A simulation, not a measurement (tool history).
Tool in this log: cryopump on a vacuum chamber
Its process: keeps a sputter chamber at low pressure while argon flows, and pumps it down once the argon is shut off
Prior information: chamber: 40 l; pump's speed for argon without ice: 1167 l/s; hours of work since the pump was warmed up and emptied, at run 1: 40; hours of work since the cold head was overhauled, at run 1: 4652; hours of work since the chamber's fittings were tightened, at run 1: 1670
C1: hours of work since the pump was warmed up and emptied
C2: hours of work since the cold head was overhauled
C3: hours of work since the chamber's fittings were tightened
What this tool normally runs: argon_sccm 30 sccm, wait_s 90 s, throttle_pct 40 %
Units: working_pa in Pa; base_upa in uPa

{"run": 1, "hour": 0.0, "argon_sccm": 30, "wait_s": 90, "throttle_pct": 40, "C1": 40, "C2": 4652, "C3": 1670, "working_pa": 0.112, "base_upa": 1.96}
{"run": 2, "hour": 115.0, "argon_sccm": 30, "wait_s": 90, "throttle_pct": 40, "C1": 142, "C2": 4755, "C3": 1773, "working_pa": 0.1142, "base_upa": 2.17}
{"run": 3, "hour": 183.9, "argon_sccm": 30, "wait_s": 90, "throttle_pct": 40, "C1": 204, "C2": 4816, "C3": 1834, "working_pa": 0.1139, "base_upa": 2.13}
{"run": 4, "hour": 307.3, "argon_sccm": 30, "wait_s": 205, "throttle_pct": 40, "C1": 313, "C2": 4926, "C3": 1944, "working_pa": 0.1153, "base_upa": 1.73}
{"run": 5, "hour": 408.1, "argon_sccm": 30, "wait_s": 90, "throttle_pct": 40, "C1": 403, "C2": 5015, "C3": 2033, "working_pa": 0.1189, "base_upa": 2.32}
{"run": 6, "hour": 466.8, "argon_sccm": 30, "wait_s": 251, "throttle_pct": 40, "C1": 455, "C2": 5067, "C3": 2085, "working_pa": 0.1191, "base_upa": 1.75}
{"run": 7, "hour": 561.9, "argon_sccm": 30, "wait_s": 251, "throttle_pct": 40, "C1": 540, "C2": 5152, "C3": 2170, "working_pa": 0.1215, "base_upa": 1.83}
{"hour": 632.2, "done": "pump warmed up, emptied and cooled again"}
{"run": 8, "hour": 642.1, "argon_sccm": 24, "wait_s": 25, "throttle_pct": 22, "C1": 9, "C2": 5219, "C3": 2237, "working_pa": 0.1601, "base_upa": 4.76}
{"run": 9, "hour": 772.5, "argon_sccm": 24, "wait_s": 25, "throttle_pct": 22, "C1": 125, "C2": 5335, "C3": 2353, "working_pa": 0.1608, "base_upa": 4.91}
{"run": 10, "hour": 899.6, "argon_sccm": 24, "wait_s": 23, "throttle_pct": 22, "C1": 238, "C2": 5448, "C3": 2466, "working_pa": 0.1638, "base_upa": 5.31}

Measured minus without-hidden-state, run by run (identical run-to-run variation in each term; gauge scatter may differ):
What the log doesn't record here: pump's speed, % of a pump's without ice; cold plate's temperature, K; leak into the chamber, uPa l/s; drift of the gauge itself on working_pa, %; drift of the gauge itself on base_upa, %.
run=1 working_pa=+0.0029 base_upa=+0.79
run=2 working_pa=+0.0044 base_upa=+0.91
run=3 working_pa=+0.0053 base_upa=+0.94
run=4 working_pa=+0.0072 base_upa=+1.03
run=5 working_pa=+0.009 base_upa=+1.12
run=6 working_pa=+0.0101 base_upa=+1.15
run=7 working_pa=+0.0121 base_upa=+1.26
run=8 working_pa=+0.0021 base_upa=+1.06
run=9 working_pa=+0.0037 base_upa=+1.17
run=10 working_pa=+0.0052 base_upa=+1.29
